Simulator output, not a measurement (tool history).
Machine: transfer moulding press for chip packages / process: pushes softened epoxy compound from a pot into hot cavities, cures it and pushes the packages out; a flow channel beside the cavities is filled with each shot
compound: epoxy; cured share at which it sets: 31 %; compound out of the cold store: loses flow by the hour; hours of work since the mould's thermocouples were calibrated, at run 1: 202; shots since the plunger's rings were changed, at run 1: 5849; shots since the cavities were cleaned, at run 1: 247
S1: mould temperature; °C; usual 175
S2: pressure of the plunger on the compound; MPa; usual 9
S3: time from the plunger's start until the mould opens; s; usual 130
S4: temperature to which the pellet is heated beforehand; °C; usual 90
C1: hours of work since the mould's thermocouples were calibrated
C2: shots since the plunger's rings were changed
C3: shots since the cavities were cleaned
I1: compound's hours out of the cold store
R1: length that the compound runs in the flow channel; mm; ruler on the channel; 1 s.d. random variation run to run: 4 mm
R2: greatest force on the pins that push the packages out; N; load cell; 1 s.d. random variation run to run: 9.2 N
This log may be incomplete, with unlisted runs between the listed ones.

run 1 hour=0 | S1=175 S2=9 S3=130 S4=90 | C1=202 C2=5849 C3=247 | I1=23.1 | R1=688 R2=410
run 2 hour=11 | S1=175 S2=9 S3=130 S4=90 | C1=210 C2=5966 C3=364 | I1=12.9 | R1=724 R2=434
run 3 hour=21.1 | S1=175 S2=9 S3=130 S4=90 | C1=218 C2=6074 C3=472 | I1=27.3 | R1=675 R2=422
run 4 hour=27.3 | S1=175 S2=9 S3=130 S4=90 | C1=223 C2=6140 C3=538 | I1=27.6 | R1=670 R2=408
run 5 hour=33.8 | S1=175 S2=9 S3=130 S4=90 | C1=227 C2=6209 C3=607 | I1=36.7 | R1=647 R2=416
-- hour=46.5 plunger's sealing rings changed
run 6 hour=46.5 | S1=175 S2=9 S3=130 S4=90 | C1=235 C2=0 C3=715 | I1=37.6 | R1=644 R2=426
run 7 hour=51.8 | S1=175 S2=9 S3=130 S4=90 | C1=239 C2=57 C3=772 | I1=17.8 | R1=707 R2=431
run 8 hour=60.1 | S1=169 S2=9 S3=130 S4=90 | C1=245 C2=145 C3=860 | I1=27.9 | R1=707 R2=579
run 9 hour=67.4 | S1=169 S2=9 S3=130 S4=90 | C1=251 C2=222 C3=937 | I1=45.6 | R1=642 R2=531
-- hour=75.8 cavities cleaned with cleaning compound and waxed
run 10 hour=79.9 | S1=178 S2=9 S3=130 S4=90 | C1=259 C2=339 C3=43 | I1=24.9 | R1=671 R2=383
run 11 hour=90.4 | S1=178 S2=9 S3=130 S4=90 | C1=267 C2=451 C3=155 | I1=15.2 | R1=710 R2=390
run 12 hour=100.2 | S1=178 S2=9 S3=130 S4=90 | C1=274 C2=555 C3=259 | I1=47.9 | R1=598 R2=360
run 13 hour=105.6 | S1=178 S2=9 S3=130 S4=90 | C1=278 C2=612 C3=316 | I1=35.3 | R1=641 R2=383
run 14 hour=115.7 | S1=175 S2=9 S3=130 S4=90 | C1=286 C2=720 C3=424 | I1=41 | R1=635 R2=391
run 15 hour=126 | S1=175 S2=10.5 S3=152 S4=90 | C1=293 C2=830 C3=534 | I1=8.8 | R1=806 R2=388
run 16 hour=134.8 | S1=175 S2=10.5 S3=152 S4=90 | C1=300 C2=923 C3=627 | I1=33 | R1=717 R2=393
run 17 hour=145.5 | S1=175 S2=10.5 S3=152 S4=90 | C1=308 C2=1037 C3=741 | I1=15.5 | R1=770 R2=378
run 18 hour=153.5 | S1=169 S2=9 S3=131 S4=90 | C1=314 C2=1122 C3=826 | I1=33.3 | R1=683 R2=566
run 19 hour=159.2 | S1=169 S2=10.47 S3=126 S4=90 | C1=318 C2=1183 C3=887 | I1=13.4 | R1=813 R2=648
run 20 hour=168 | S1=182 S2=9 S3=116 S4=90 | C1=325 C2=1276 C3=980 | I1=36.5 | R1=620 R2=397
-- hour=172.6 cavities cleaned with cleaning compound and waxed
run 21 hour=178.7 | S1=182 S2=9 S3=116 S4=90 | C1=332 C2=1374 C3=66 | I1=20.9 | R1=670 R2=377
run 22 hour=187 | S1=182 S2=9 S3=116 S4=90 | C1=338 C2=1462 C3=154 | I1=38 | R1=613 R2=379
run 23 hour=192.5 | S1=182 S2=9 S3=116 S4=90 | C1=342 C2=1521 C3=213 | I1=26.1 | R1=645 R2=386
run 24 hour=198.2 | S1=182 S2=9 S3=131 S4=90 | C1=346 C2=1581 C3=273 | I1=18.6 | R1=683 R2=373
run 25 hour=203.2 | S1=175 S2=9 S3=160 S4=95 | C1=350 C2=1634 C3=326 | I1=22.2 | R1=691 R2=372
run 26 hour=213.7 | S1=171 S2=7.79 S3=160 S4=95 | C1=358 C2=1746 C3=438 | I1=14.6 | R1=696 R2=417
run 27 hour=222.9 | S1=175 S2=9 S3=111 S4=90 | C1=365 C2=1843 C3=535 | I1=34.5 | R1=650 R2=493
run 28 hour=233.1 | S1=175 S2=9 S3=111 S4=90 | C1=372 C2=1952 C3=644 | I1=18.6 | R1=702 R2=499

Predict each of these 5 candidate next runs independently; none follows another, all start after run 28:
run A hour=241.9 | S1=179 S2=9 S3=144 S4=87 | C1=379 C2=2046 C3=738 | I1=32 | R1=? R2=?
run B hour=241.9 | S1=182 S2=9 S3=111 S4=90 | C1=379 C2=2046 C3=738 | I1=41.4 | R1=? R2=?
run C hour=241.9 | S1=173 S2=9 S3=134 S4=81 | C1=379 C2=2046 C3=738 | I1=44.4 | R1=? R2=?
run D hour=241.9 | S1=181 S2=8.39 S3=130 S4=99 | C1=379 C2=2046 C3=738 | I1=33.9 | R1=? R2=?
run E hour=241.9 | S1=175 S2=9 S3=111 S4=91 | C1=379 C2=2046 C3=738 | I1=20.3 | R1=? R2=?

run=A R1=642 R2=389
run=B R1=607 R2=381
run=C R1=633 R2=432
run=D R1=612 R2=376
run=E R1=699 R2=524
What these runs would have given with no unlogged condition in the tool:
run=A R1=642 R2=384
run=B R1=608 R2=376
run=C R1=633 R2=425
run=D R1=612 R2=371
run=E R1=699 R2=517
